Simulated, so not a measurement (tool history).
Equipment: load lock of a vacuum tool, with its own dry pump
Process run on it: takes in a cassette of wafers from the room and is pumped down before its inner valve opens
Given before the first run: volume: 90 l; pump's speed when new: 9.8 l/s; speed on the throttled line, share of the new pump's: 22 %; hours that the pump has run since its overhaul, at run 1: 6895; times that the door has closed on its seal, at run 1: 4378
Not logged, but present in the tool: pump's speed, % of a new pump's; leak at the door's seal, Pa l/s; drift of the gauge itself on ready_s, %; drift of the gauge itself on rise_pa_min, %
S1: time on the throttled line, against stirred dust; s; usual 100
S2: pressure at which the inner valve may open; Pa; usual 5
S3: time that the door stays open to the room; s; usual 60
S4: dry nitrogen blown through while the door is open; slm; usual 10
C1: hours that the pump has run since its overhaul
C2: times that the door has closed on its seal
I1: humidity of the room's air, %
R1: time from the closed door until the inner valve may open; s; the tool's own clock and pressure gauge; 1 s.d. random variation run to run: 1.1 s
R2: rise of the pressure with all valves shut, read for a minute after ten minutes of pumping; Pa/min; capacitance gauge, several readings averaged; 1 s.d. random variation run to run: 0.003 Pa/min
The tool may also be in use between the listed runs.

| run | hour | S1 | S2 | S3 | S4 | C1 | C2 | I1 | R1 | R2 |
|---|---|---|---|---|---|---|---|---|---|---|
| 1 | 0 | 100 | 5 | 60 | 10 | 6895 | 4378 | 48.1 | 175.4 | 0.033 |
| 2 | 59.4 | 100 | 5 | 60 | 10 | 6954 | 4560 | 44.8 | 177.4 | 0.028 |
| 3 | 145.7 | 100 | 5 | 60 | 10 | 7040 | 4825 | 46.4 | 177 | 0.032 |
| 4 | 223.7 | 100 | 5 | 60 | 10 | 7118 | 5065 | 45.1 | 176.9 | 0.033 |
| 5 | 279.1 | 100 | 5 | 42 | 10 | 7174 | 5235 | 47.3 | 177.6 | 0.028 |
| 6 | 375.2 | 100 | 5 | 42 | 10 | 7270 | 5530 | 43.7 | 176.7 | 0.027 |
| 7 | 477.7 | 100 | 5 | 42 | 10 | 7372 | 5845 | 47.2 | 178.2 | 0.034 |
| 8 | 543.8 | 100 | 5 | 42 | 10 | 7438 | 6048 | 44.1 | 179 | 0.031 |
| 9 | 640.8 | 152 | 9 | 60 | 14 | 7535 | 6346 | 44.2 | 208.9 | 0.033 |
| 10 | 697.4 | 102 | 9 | 55 | 41 | 7592 | 6519 | 42.8 | 173.2 | 0.028 |
| 11 | 791.7 | 102 | 9 | 55 | 41 | 7686 | 6809 | 44.1 | 172.1 | 0.019 |
| 12 | 909.5 | 67 | 6 | 60 | 10 | 7804 | 7171 | 47.1 | 151.1 | 0.035 |
| 13 | 994.7 | 136 | 6 | 147 | 17 | 7889 | 7432 | 49.5 | 202.9 | 0.057 |

Measured minus without-hidden-state, run by run (identical run-to-run variation in each term; gauge scatter may differ):
| run | R1 | R2 |
|---|---|---|
| 1 | +6.8 | +0.008 |
| 2 | +6.9 | +0.009 |
| 3 | +6.9 | +0.009 |
| 4 | +7.1 | +0.009 |
| 5 | +7.1 | +0.01 |
| 6 | +7.1 | +0.011 |
| 7 | +7.3 | +0.011 |
| 8 | +7.5 | +0.011 |
| 9 | +5.6 | +0.012 |
| 10 | +7.2 | +0.012 |
| 11 | +7.2 | +0.013 |
| 12 | +8.7 | +0.013 |
| 13 | +6.8 | +0.014 |
